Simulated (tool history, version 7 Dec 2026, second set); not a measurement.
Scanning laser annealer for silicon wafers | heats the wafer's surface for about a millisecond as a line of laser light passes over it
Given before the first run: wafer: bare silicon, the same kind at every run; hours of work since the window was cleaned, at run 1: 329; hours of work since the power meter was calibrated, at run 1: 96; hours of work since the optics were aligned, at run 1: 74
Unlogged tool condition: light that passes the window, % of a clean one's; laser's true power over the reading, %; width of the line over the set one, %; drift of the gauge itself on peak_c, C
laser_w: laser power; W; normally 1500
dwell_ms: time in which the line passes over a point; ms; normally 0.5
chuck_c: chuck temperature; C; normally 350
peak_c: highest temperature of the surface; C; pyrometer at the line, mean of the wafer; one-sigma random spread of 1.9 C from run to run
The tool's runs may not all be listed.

run	hour	laser_w	dwell_ms	chuck_c	hours of work since the window was cleaned	hours of work since the power meter was calibrated	hours of work since the optics were aligned	peak_c
1	0	1500	0.5	350	329	96	74	1197
2	6.1	1500	0.5	350	331	98	76	1202
3	11.6	1500	0.5	350	334	101	78	1200
4	19	1500	0.432	350	337	104	81	1136
5	27.4	1500	0.5	350	340	107	85	1198
6	33.1	1500	0.5	380	343	110	87	1230
7	42.4	1500	0.5	328	346	114	91	1179
8	50.8	1500	0.5	328	350	117	95	1178
9	58.3	1500	0.5	328	353	120	98	1180
10	65.8	1500	0.5	350	356	123	101	1195
11	70.7	1500	0.5	350	358	125	103	1197
12	79	1500	0.5	350	362	129	106	1200
13	88.3	1500	0.5	350	365	133	110	1196
14	92.3	1500	0.5	350	367	134	112	1202
15	100.9	1500	0.5	350	371	138	115	1198
16	107.8	1500	0.486	350	374	141	118	1186
17	115.2	1500	0.486	350	377	144	121	1183
18	121.2	1356	0.586	329	379	146	124	1139
19	129.5	1396	0.462	350	383	150	127	1094
20	137.7	1504	0.574	387	386	153	131	1304
21	146.3	1463	0.5	368	390	157	134	1189
22	151.9	1463	0.5	368	392	159	137	1189
23	157.5	1609	0.5	338	394	161	139	1268
24	166.5	1609	0.5	338	398	165	143	1267
25	172.3	1554	0.513	338	400	167	145	1238
26	180.9	1620	0.39	338	404	171	149	1155
27	185.5	1620	0.39	338	406	173	151	1156
28	194.7	1620	0.419	339	410	177	154	1188
29	199.9	1620	0.419	339	412	179	156	1186
30	204.5	1470	0.541	337	414	181	158	1200
31	208.7	1325	0.403	366	415	183	160	1008
32	216.6	1325	0.614	366	419	186	163	1176

Here are 3 independent what-if runs from the current tool condition. What would each one return?
A	224.4	1325	0.614	389	422	189	167	?
B	224.4	1456	0.381	368	422	189	167	?
C	224.4	1325	0.427	366	422	189	167	?

run	peak_c
A	1201
B	1075
C	1030
What these runs would have given with no unlogged condition in the tool:
run	peak_c
A	1201
B	1075
C	1030

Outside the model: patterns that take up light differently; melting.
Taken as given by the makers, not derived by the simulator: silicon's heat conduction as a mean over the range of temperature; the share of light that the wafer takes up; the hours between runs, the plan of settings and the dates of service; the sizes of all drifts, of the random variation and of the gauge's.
